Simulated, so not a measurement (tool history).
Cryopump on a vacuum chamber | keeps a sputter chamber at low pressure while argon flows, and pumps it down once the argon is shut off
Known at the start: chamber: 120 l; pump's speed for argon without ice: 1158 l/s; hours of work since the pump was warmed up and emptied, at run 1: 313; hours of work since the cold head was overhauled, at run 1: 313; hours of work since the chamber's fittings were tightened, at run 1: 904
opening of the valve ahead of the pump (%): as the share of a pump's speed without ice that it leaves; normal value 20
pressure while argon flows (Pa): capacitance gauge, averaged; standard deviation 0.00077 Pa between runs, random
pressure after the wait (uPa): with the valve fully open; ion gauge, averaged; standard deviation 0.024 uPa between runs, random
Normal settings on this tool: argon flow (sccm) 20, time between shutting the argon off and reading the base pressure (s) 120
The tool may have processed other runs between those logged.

| run | hour | argon flow (sccm) | time between shutting the argon off and reading the base pressure (s) | opening of the valve ahead of the pump (%) | hours of work since the pump was warmed up and emptied | hours of work since the cold head was overhauled | hours of work since the chamber's fittings were tightened | pressure while argon flows (Pa) | pressure after the wait (uPa) |
|---|---|---|---|---|---|---|---|---|---|
| 1 | 0 | 20 | 120 | 20 | 313 | 313 | 904 | 0.1482 | 1.4 |
| 2 | 20.2 | 20 | 120 | 20 | 322 | 322 | 912 | 0.1482 | 1.34 |
| 3 | 40.5 | 20 | 120 | 20 | 330 | 330 | 920 | 0.1491 | 1.37 |
| 4 | 54.5 | 20 | 120 | 20 | 335 | 335 | 925 | 0.1499 | 1.46 |
| 5 | 73.8 | 20 | 120 | 20 | 343 | 343 | 933 | 0.1476 | 1.45 |
| 6 | 100.1 | 20 | 120 | 20 | 354 | 354 | 944 | 0.1496 | 1.43 |
| 7 | 111.9 | 20 | 120 | 48 | 358 | 358 | 948 | 0.062 | 1.46 |
| 8 | 132.1 | 20 | 120 | 48 | 367 | 367 | 957 | 0.0626 | 1.41 |
| 9 | 146.1 | 15 | 120 | 20 | 372 | 372 | 962 | 0.1125 | 1.47 |
| 10 | 170.5 | 15 | 120 | 20 | 382 | 382 | 972 | 0.1109 | 1.46 |
| 11 | 196.9 | 15 | 120 | 20 | 393 | 393 | 983 | 0.1115 | 1.45 |
| 12 | 223.4 | 15 | 120 | 20 | 403 | 403 | 993 | 0.1116 | 1.44 |
| 13 | 245.1 | 15 | 120 | 20 | 412 | 412 | 1002 | 0.1119 | 1.42 |
| 14 | 269.9 | 16 | 49 | 17 | 422 | 422 | 1012 | 0.1411 | 2.29 |
| 15 | 296.1 | 26 | 51 | 20 | 432 | 432 | 1022 | 0.1958 | 2.31 |
| 16 | 316.6 | 20 | 31 | 18 | 441 | 441 | 1031 | 0.1652 | 3.28 |
| 17 | 333 | 18 | 273 | 24 | 447 | 447 | 1037 | 0.1129 | 1.19 |
| 18 | 356 | 20 | 60 | 20 | 456 | 456 | 1047 | 0.151 | 2.1 |
| 19 | 376.4 | 20 | 60 | 20 | 465 | 465 | 1055 | 0.1494 | 2.14 |
| 20 | 389.5 | 35 | 28 | 20 | 470 | 470 | 1060 | 0.2629 | 3.59 |
| 21 | 411.6 | 35 | 28 | 20 | 479 | 479 | 1069 | 0.2619 | 3.53 |
| 22 | 437.5 | 35 | 28 | 20 | 489 | 489 | 1079 | 0.2615 | 3.48 |
| 23 | 461.7 | 35 | 28 | 20 | 499 | 499 | 1089 | 0.2613 | 3.62 |
| 24 | 476.9 | 18 | 47 | 20 | 505 | 505 | 1095 | 0.1362 | 2.5 |
| 25 | 491.9 | 20 | 120 | 40 | 511 | 511 | 1101 | 0.0786 | 1.52 |
| 26 | 513.1 | 32 | 157 | 16 | 520 | 520 | 1110 | 0.3007 | 1.38 |

Consider 3 possible next runs. They are alternatives, not a sequence: every one starts from the tool as it was left by run 26. What does each give?
| A | 532.5 | 32 | 196 | 22 | 527 | 527 | 1117 | ? | ? |
| B | 532.5 | 36 | 26 | 60 | 527 | 527 | 1117 | ? | ? |
| C | 532.5 | 12 | 120 | 20 | 527 | 527 | 1117 | ? | ? |

| run | pressure while argon flows (Pa) | pressure after the wait (uPa) |
|---|---|---|
| A | 0.2205 | 1.27 |
| B | 0.0956 | 3.81 |
| C | 0.09 | 1.48 |
Take away the tool's hidden state, keep each run's random variation, and the runs would have read:
| run | pressure while argon flows (Pa) | pressure after the wait (uPa) |
|---|---|---|
| A | 0.2136 | 0.63 |
| B | 0.0879 | 3.15 |
| C | 0.0874 | 0.85 |
